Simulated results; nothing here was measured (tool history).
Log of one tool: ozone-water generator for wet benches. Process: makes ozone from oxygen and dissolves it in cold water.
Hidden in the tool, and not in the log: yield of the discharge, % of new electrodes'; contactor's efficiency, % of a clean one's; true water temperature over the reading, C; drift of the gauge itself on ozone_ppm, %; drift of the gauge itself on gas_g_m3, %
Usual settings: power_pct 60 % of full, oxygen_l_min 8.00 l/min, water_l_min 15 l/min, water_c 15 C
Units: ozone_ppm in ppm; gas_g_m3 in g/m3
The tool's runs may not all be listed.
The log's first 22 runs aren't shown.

| run | hour | power_pct | oxygen_l_min | water_l_min | water_c | hours of work since the electrodes were changed | hours of work since the contactor was cleaned | hours of work since the thermometer was calibrated | ozone_ppm | gas_g_m3 |
|---|---|---|---|---|---|---|---|---|---|---|
| 23 | 769.7 | 46 | 12.26 | 10 | 13 | 1625 | 509 | 3825 | 19.5 | 83.5 |
| 24 | 799.4 | 60 | 8.00 | 15 | 16 | 1653 | 538 | 3853 | 20.0 | 129.9 |
| 25 | 823.5 | 60 | 8.00 | 15 | 22 | 1676 | 561 | 3876 | 17.6 | 130.9 |
| 26 | 864.9 | 60 | 8.00 | 15 | 22 | 1716 | 601 | 3916 | 17.3 | 128.8 |
| 27 | 895.1 | 60 | 8.00 | 15 | 22 | 1745 | 630 | 3945 | 17.6 | 130.7 |
| 28 | 924.5 | 91 | 8.01 | 14 | 17 | 1774 | 659 | 3974 | 25.6 | 162.7 |
| 29 | 970.2 | 60 | 7.52 | 11 | 21 | 1818 | 703 | 4018 | 22.0 | 135.7 |
| 30 | 1000.6 | 60 | 7.52 | 11 | 21 | 1847 | 732 | 4047 | 21.7 | 134.8 |
| 31 | 1031.8 | 75 | 8.01 | 11 | 21 | 1877 | 762 | 4077 | 23.7 | 145.8 |
| 32 | 1075.5 | 79 | 8.01 | 11 | 22 | 1919 | 804 | 4119 | 23.9 | 146.9 |

Forecast each of these 4 alternatives for the next run:
| A | 1095.9 | 60 | 8.48 | 14 | 15 | 1939 | 824 | 4139 | ? | ? |
| B | 1095.9 | 46 | 8.01 | 13 | 22 | 1939 | 824 | 4139 | ? | ? |
| C | 1095.9 | 66 | 8.01 | 14 | 22 | 1939 | 824 | 4139 | ? | ? |
| D | 1095.9 | 79 | 8.01 | 19 | 22 | 1939 | 824 | 4139 | ? | ? |

| run | ozone_ppm | gas_g_m3 |
|---|---|---|
| A | 20.3 | 124.3 |
| B | 16.3 | 111.7 |
| C | 19.4 | 135.7 |
| D | 17.1 | 148.3 |
Without the tool's hidden state the same runs would have given:
| run | ozone_ppm | gas_g_m3 |
|---|---|---|
| A | 22.4 | 134.3 |
| B | 17.8 | 119.2 |
| C | 21.5 | 147.3 |
| D | 19.1 | 162.5 |
